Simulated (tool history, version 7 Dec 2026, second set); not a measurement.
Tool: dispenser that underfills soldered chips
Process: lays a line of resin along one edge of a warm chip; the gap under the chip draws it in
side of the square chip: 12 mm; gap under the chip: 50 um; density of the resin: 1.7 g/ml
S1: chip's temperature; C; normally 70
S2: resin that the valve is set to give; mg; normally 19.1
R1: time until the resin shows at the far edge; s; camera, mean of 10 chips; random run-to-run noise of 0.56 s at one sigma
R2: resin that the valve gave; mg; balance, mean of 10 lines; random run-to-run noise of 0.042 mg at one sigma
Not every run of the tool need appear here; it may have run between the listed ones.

| run | day | S1 | S2 | R1 | R2 |
|---|---|---|---|---|---|
| 1 | 0 | 70 | 19.1 | 53.4 | 19.1 |
|  | 0.254 | new syringe of resin |
| 2 | 0.325 | 70 | 19.1 | 45.5 | 19.01 |
| 3 | 0.742 | 70 | 19.1 | 56.1 | 18.97 |
|  | 0.775 | new syringe of resin |
| 4 | 0.996 | 70 | 19.1 | 50 | 18.9 |
| 5 | 1.2 | 70 | 19.1 | 55.6 | 18.93 |
|  | 1.3 | new syringe of resin |
| 6 | 1.471 | 62 | 19.1 | 74.6 | 18.87 |
|  | 1.808 | new syringe of resin |
| 7 | 1.875 | 62 | 23.7 | 69.7 | 23.32 |
| 8 | 2.075 | 70 | 21.6 | 50 | 21.3 |
| 9 | 2.275 | 70 | 19.1 | 57.9 | 18.88 |
|  | 2.338 | new syringe of resin |
| 10 | 2.496 | 70 | 19.1 | 48.7 | 18.8 |
|  | 2.654 | dispensing valve cleaned and set on the balance |
| 11 | 2.846 | 70 | 19.1 | 56.1 | 19.1 |
|  | 2.904 | new syringe of resin |
| 12 | 3.075 | 70 | 19.1 | 50.3 | 19.02 |
|  | 3.417 | new syringe of resin |
| 13 | 3.417 | 70 | 19.1 | 44.4 | 19.04 |
| 14 | 3.808 | 70 | 19.1 | 54.7 | 18.96 |
|  | 3.933 | new syringe of resin |
| 15 | 4.075 | 70 | 19.7 | 47.8 | 19.53 |
| 16 | 4.333 | 56 | 19.1 | 112.5 | 18.89 |
|  | 4.458 | new syringe of resin |
| 17 | 4.583 | 70 | 21.4 | 46.9 | 21.13 |
| 18 | 4.917 | 70 | 17.9 | 56.8 | 17.69 |
|  | 4.979 | new syringe of resin |
| 19 | 5.267 | 80 | 19.1 | 30.8 | 18.76 |
|  | 5.458 | dispensing valve cleaned and set on the balance |
|  | 5.562 | new syringe of resin |
| 20 | 5.662 | 55 | 22.6 | 100.6 | 22.61 |
| 21 | 6.017 | 78 | 19 | 36.9 | 18.98 |
|  | 6.1 | new syringe of resin |
| 22 | 6.321 | 74 | 21.2 | 39.5 | 21.13 |
| 23 | 6.562 | 74 | 21.2 | 45.4 | 21.1 |
|  | 6.612 | new syringe of resin |
| 24 | 6.988 | 82 | 24.3 | 28.2 | 24.27 |
|  | 7.133 | new syringe of resin |
| 25 | 7.288 | 80 | 18 | 29.4 | 17.77 |
|  | 7.65 | new syringe of resin |
| 26 | 7.65 | 80 | 23.4 | 26.6 | 23.14 |
| 27 | 8 | 76 | 21.7 | 38.8 | 21.37 |
|  | 8.179 | new syringe of resin |
|  | 8.279 | dispensing valve cleaned and set on the balance |
| 28 | 8.325 | 65 | 23.6 | 59.9 | 23.6 |
| 29 | 8.692 | 65 | 23.6 | 70.7 | 23.4 |
|  | 8.729 | new syringe of resin |
| 30 | 9.004 | 79 | 23.4 | 31.1 | 23.19 |
| 31 | 9.192 | 79 | 23.4 | 34.5 | 23.12 |
|  | 9.242 | new syringe of resin |
| 32 | 9.642 | 59 | 17.3 | 93.9 | 17.07 |
|  | 9.783 | new syringe of resin |
| 33 | 10.012 | 62 | 17.9 | 74.1 | 17.64 |
|  | 10.308 | new syringe of resin |
| 34 | 10.438 | 62 | 17.9 | 70.7 | 17.56 |
|  | 10.838 | new syringe of resin |
| 35 | 10.871 | 60 | 17.9 | 75.6 | 17.46 |

Table of differences, measured result less the result of that run with no hidden state. Run-to-run variation is the same in both. Gauge scatter possibly is not:
The hidden state here: resin's viscosity, % of fresh resin's; dose that the valve gives, % of what is set; true chip temperature over the reading, C; drift of the gauge itself on fill_s, %; drift of the gauge itself on given_mg, %.
| run | R1 | R2 |
|---|---|---|
| 1 | +5.4 | -0.03 |
| 2 | -0.7 | -0.07 |
| 3 | +9.3 | -0.12 |
| 4 | +2.6 | -0.15 |
| 5 | +7.6 | -0.18 |
| 6 | +1.9 | -0.21 |
| 7 | -1.1 | -0.32 |
| 8 | +3.9 | -0.32 |
| 9 | +9.3 | -0.31 |
| 10 | +0.9 | -0.34 |
| 11 | +8.2 | -0.02 |
| 12 | +1.2 | -0.05 |
| 13 | -3.1 | -0.08 |
| 14 | +6.2 | -0.12 |
| 15 | +0.2 | -0.16 |
| 16 | +12.8 | -0.2 |
| 17 | -0.3 | -0.25 |
| 18 | +8.1 | -0.24 |
| 19 | +2.3 | -0.3 |
| 20 | -3.8 | +0.01 |
| 21 | +4.8 | -0.03 |
| 22 | +1.7 | -0.07 |
| 23 | +6.6 | -0.11 |
| 24 | +2.7 | -0.19 |
| 25 | -0.1 | -0.17 |
| 26 | -2.1 | -0.28 |
| 27 | +3.2 | -0.31 |
| 28 | -1.3 | -0.07 |
| 29 | +9.9 | -0.13 |
| 30 | +1.6 | -0.18 |
| 31 | +4.5 | -0.2 |
| 32 | +8.2 | -0.2 |
| 33 | +0.3 | -0.25 |
| 34 | -2 | -0.3 |
| 35 | -5.8 | -0.34 |
